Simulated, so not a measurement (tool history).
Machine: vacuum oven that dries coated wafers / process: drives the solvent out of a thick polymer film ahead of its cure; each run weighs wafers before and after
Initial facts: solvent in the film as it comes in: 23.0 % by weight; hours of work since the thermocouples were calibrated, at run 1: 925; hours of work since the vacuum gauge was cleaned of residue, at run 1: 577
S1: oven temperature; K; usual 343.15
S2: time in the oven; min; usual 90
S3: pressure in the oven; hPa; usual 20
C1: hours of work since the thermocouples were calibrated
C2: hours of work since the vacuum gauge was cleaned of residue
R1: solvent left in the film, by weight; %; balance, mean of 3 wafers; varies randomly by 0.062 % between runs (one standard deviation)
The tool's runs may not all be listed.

run,hour,S1,S2,S3,C1,C2,R1
1,0,343.15,90,20,925,577,3.29
2,47.6,343.15,90,20,950,602,3.31
3,75.8,343.15,90,20,965,617,3.34
4,115.9,343.15,90,11.8,987,639,2.81
5,158.4,343.15,90,11.8,1009,661,2.86
6,200.3,343.15,90,11.8,1032,684,2.96
7,219.9,343.15,90,11.8,1042,694,2.76
8,264.5,343.15,90,20,1066,718,3.22

Run 9 comes next. What will it give?
9,309.6,343.15,90,20,1090,742,?

R1: 3.2 %
The same run, on a tool lacking any hidden state, would have yielded R1 3.69 %.
